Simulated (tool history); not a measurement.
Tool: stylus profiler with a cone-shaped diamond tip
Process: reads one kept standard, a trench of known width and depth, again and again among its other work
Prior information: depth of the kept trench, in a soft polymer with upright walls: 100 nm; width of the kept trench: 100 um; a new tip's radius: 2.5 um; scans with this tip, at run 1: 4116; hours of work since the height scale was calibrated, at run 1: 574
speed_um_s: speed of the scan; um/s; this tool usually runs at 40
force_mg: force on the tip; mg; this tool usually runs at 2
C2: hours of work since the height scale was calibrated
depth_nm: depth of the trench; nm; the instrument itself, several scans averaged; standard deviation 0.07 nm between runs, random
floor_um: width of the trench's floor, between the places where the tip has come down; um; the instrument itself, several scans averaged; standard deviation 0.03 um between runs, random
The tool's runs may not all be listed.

Run 1, hour 0: usual settings; scans with this tip 4116; C2 574. Result: depth_nm 101.29 nm, floor_um 98.24 um.
Run 2, hour 52.7: usual settings; scans with this tip 4319; C2 603. Result: depth_nm 101.32 nm, floor_um 98.3 um.
Run 3, hour 110.1: usual settings; scans with this tip 4540; C2 634. Result: depth_nm 101.38 nm, floor_um 98.29 um.
Run 4, hour 170: usual settings; scans with this tip 4771; C2 666. Result: depth_nm 101.39 nm, floor_um 98.24 um.
Run 5, hour 209.8: usual settings; scans with this tip 4924; C2 687. Result: depth_nm 101.23 nm, floor_um 98.28 um.
Run 6, hour 235.5: usual settings; scans with this tip 5023; C2 701. Result: depth_nm 101.4 nm, floor_um 98.24 um.
Run 7, hour 286.8: usual settings but force_mg 0.81 mg; scans with this tip 5221; C2 728. Result: depth_nm 100.71 nm, floor_um 98.13 um.
Run 8, hour 336.1: usual settings but force_mg 0.81 mg; scans with this tip 5410; C2 755. Result: depth_nm 100.77 nm, floor_um 98.06 um.
Run 9, hour 379.3: usual settings but speed_um_s 29 um/s, force_mg 2.84 mg; scans with this tip 5577; C2 778. Result: depth_nm 101.67 nm, floor_um 98.34 um.
Run 10, hour 415.2: usual settings but speed_um_s 10 um/s, force_mg 1.36 mg; scans with this tip 5715; C2 797. Result: depth_nm 101.05 nm, floor_um 98.37 um.
Run 11, hour 464.1: usual settings but speed_um_s 111 um/s, force_mg 4.84 mg; scans with this tip 5903; C2 824. Result: depth_nm 102.27 nm, floor_um 98.08 um.
Run 12, hour 517.1: usual settings but speed_um_s 12 um/s; scans with this tip 6108; C2 852. Result: depth_nm 101.35 nm, floor_um 98.31 um.

Branching from run 12: 4 alternative next runs. What would each branch give?
Run A, hour 556.3: usual settings but speed_um_s 31 um/s, force_mg 0.92 mg; scans with this tip 6258; C2 873. Result: depth_nm ?, floor_um ?.
Run B, hour 556.3: usual settings but speed_um_s 93 um/s, force_mg 1.34 mg; scans with this tip 6258; C2 873. Result: depth_nm ?, floor_um ?.
Run C, hour 556.3: usual settings but speed_um_s 54 um/s, force_mg 3.36 mg; scans with this tip 6258; C2 873. Result: depth_nm ?, floor_um ?.
Run D, hour 556.3: usual settings but speed_um_s 67 um/s, force_mg 3.55 mg; scans with this tip 6258; C2 873. Result: depth_nm ?, floor_um ?.

run  depth_nm  floor_um
  A    101.05     98.15
  B    101.06     97.86
  C    101.79     98.22
  D    101.92     98.17
The same runs, with their run-to-run variation unchanged, on a tool lacking any hidden condition would have given:
run  depth_nm  floor_um
  A     100.8     98.34
  B     100.8     98.05
  C    101.54     98.41
  D    101.66     98.36

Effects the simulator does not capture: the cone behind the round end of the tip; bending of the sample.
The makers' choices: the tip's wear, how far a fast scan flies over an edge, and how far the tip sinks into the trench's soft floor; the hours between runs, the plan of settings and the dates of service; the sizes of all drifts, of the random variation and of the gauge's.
